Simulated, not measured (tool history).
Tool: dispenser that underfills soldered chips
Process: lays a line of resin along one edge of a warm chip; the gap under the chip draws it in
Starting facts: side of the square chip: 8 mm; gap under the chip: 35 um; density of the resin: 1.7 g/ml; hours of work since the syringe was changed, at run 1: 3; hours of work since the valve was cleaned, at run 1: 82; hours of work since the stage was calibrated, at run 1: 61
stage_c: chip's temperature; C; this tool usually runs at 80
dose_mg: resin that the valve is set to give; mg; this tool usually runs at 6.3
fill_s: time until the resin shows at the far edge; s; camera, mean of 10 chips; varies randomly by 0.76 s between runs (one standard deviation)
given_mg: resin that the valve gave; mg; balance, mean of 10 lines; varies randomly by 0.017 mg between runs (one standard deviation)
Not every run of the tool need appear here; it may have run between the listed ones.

run	hour	stage_c	dose_mg	hours of work since the syringe was changed	hours of work since the valve was cleaned	hours of work since the stage was calibrated	fill_s	given_mg
1	0	80	6.3	3	82	61	87.3	6.02
2	3.9	80	6.3	5	85	63	105.4	5.98
# hour 5.2: new syringe of resin
3	8.4	80	6.3	2	87	66	81	5.99
4	12.4	71	6.3	4	90	68	134.6	5.94
# hour 15.3: new syringe of resin
5	17	80	6.3	1	92	71	74.4	5.97
6	21.4	80	6.3	4	95	74	91.5	5.98
7	23.7	80	6.3	5	96	75	99.4	5.92
# hour 25.5: new syringe of resin
# hour 27.3: dispensing valve cleaned and set on the balance
8	29.2	80	6.3	2	1	77	80.7	6.27
9	33.9	80	6.3	4	4	80	97.1	6.26
# hour 36.7: new syringe of resin
10	38.5	80	6.3	1	7	83	76.8	6.26
11	40.9	74	6.3	3	8	84	104.8	6.25
12	42.9	74	6.3	4	9	85	116	6.23
13	46.4	80	6.3	6	11	88	106.7	6.25
# hour 47: new syringe of resin
14	49.8	80	6.3	2	13	89	78.3	6.24
15	51.8	74	6.16	3	14	91	106.7	6.09
16	54.9	82	7.78	5	16	93	88	7.67
# hour 57.2: new syringe of resin
17	58.8	68	7.85	1	18	95	121.1	7.72
18	61.8	68	7.85	3	20	96	136.9	7.72
19	63.7	68	7.7	4	21	98	151.4	7.59
# hour 67.7: new syringe of resin
20	68.5	93	7.4	1	24	100	45.1	7.29
21	71.2	76	5.41	2	26	102	99.3	5.32
22	74.3	79	6.6	4	27	104	96.6	6.45
# hour 77.9: new syringe of resin
23	79.2	92	5.49	1	30	107	48.5	5.4
24	81.8	72	7.01	2	32	108	113.8	6.83
25	85.5	86	6.34	5	34	110	76.5	6.21
# hour 88.4: new syringe of resin
26	88.4	86	6.34	0	36	112	57.1	6.17
27	91.8	84	6.34	2	38	114	72	6.19

Entry by entry between the runs, the difference in hidden state between the last listed run before and the first listed run after:
From run 2 to run 3: new syringe of resin (hour 5.2)
  resin's viscosity, % of fresh resin's: 147.4 -> 113; dose that the valve gives, % of what is set: 94.87 -> 94.71; true chip temperature over the reading, C: -0.23 -> -0.24
  what was measured, less what the result would be without the hidden state, fill_s: +34.9 -> +10.3 s; given_mg: -0.32 -> -0.33 mg
From run 4 to run 5: new syringe of resin (hour 15.3)
  resin's viscosity, % of fresh resin's: 133.7 -> 106.9; dose that the valve gives, % of what is set: 94.57 -> 94.41; true chip temperature over the reading, C: -0.25 -> -0.26
  what was measured, less what the result would be without the hidden state, fill_s: +35.6 -> +5.9 s; given_mg: -0.34 -> -0.36 mg
From run 7 to run 8: new syringe of resin (hour 25.5); dispensing valve cleaned and set on the balance (hour 27.3)
  resin's viscosity, % of fresh resin's: 141.6 -> 114.4; dose that the valve gives, % of what is set: 94.16 -> 99.58; true chip temperature over the reading, C: -0.28 -> -0.29
  what was measured, less what the result would be without the hidden state, fill_s: +30.5 -> +10.9 s; given_mg: -0.37 -> -0.03 mg
From run 9 to run 10: new syringe of resin (hour 36.7)
  resin's viscosity, % of fresh resin's: 139.1 -> 108; dose that the valve gives, % of what is set: 99.4 -> 99.23; true chip temperature over the reading, C: -0.3 -> -0.32
  what was measured, less what the result would be without the hidden state, fill_s: +28.2 -> +6.6 s; given_mg: -0.04 -> -0.05 mg
From run 13 to run 14: new syringe of resin (hour 47)
  resin's viscosity, % of fresh resin's: 150.4 -> 111.2; dose that the valve gives, % of what is set: 98.95 -> 98.83; true chip temperature over the reading, C: -0.34 -> -0.35
  what was measured, less what the result would be without the hidden state, fill_s: +36.7 -> +8.8 s; given_mg: -0.07 -> -0.07 mg
From run 16 to run 17: new syringe of resin (hour 57.2)
  resin's viscosity, % of fresh resin's: 137.9 -> 107.8; dose that the valve gives, % of what is set: 98.64 -> 98.51; true chip temperature over the reading, C: -0.36 -> -0.37
  what was measured, less what the result would be without the hidden state, fill_s: +25 -> +10.6 s; given_mg: -0.11 -> -0.12 mg
From run 19 to run 20: new syringe of resin (hour 67.7)
  resin's viscosity, % of fresh resin's: 132.8 -> 103.6; dose that the valve gives, % of what is set: 98.33 -> 98.16; true chip temperature over the reading, C: -0.39 -> -0.4
  what was measured, less what the result would be without the hidden state, fill_s: +39.2 -> +2.2 s; given_mg: -0.12 -> -0.14 mg
From run 22 to run 23: new syringe of resin (hour 77.9)
  resin's viscosity, % of fresh resin's: 131.8 -> 105.5; dose that the valve gives, % of what is set: 97.95 -> 97.76; true chip temperature over the reading, C: -0.41 -> -0.43
  what was measured, less what the result would be without the hidden state, fill_s: +24.6 -> +3.5 s; given_mg: -0.13 -> -0.12 mg
From run 25 to run 26: new syringe of resin (hour 88.4)
  resin's viscosity, % of fresh resin's: 137.8 -> 100.7; dose that the valve gives, % of what is set: 97.53 -> 97.44
  what was measured, less what the result would be without the hidden state, fill_s: +22 -> +1.5 s; given_mg: -0.16 -> -0.16 mg

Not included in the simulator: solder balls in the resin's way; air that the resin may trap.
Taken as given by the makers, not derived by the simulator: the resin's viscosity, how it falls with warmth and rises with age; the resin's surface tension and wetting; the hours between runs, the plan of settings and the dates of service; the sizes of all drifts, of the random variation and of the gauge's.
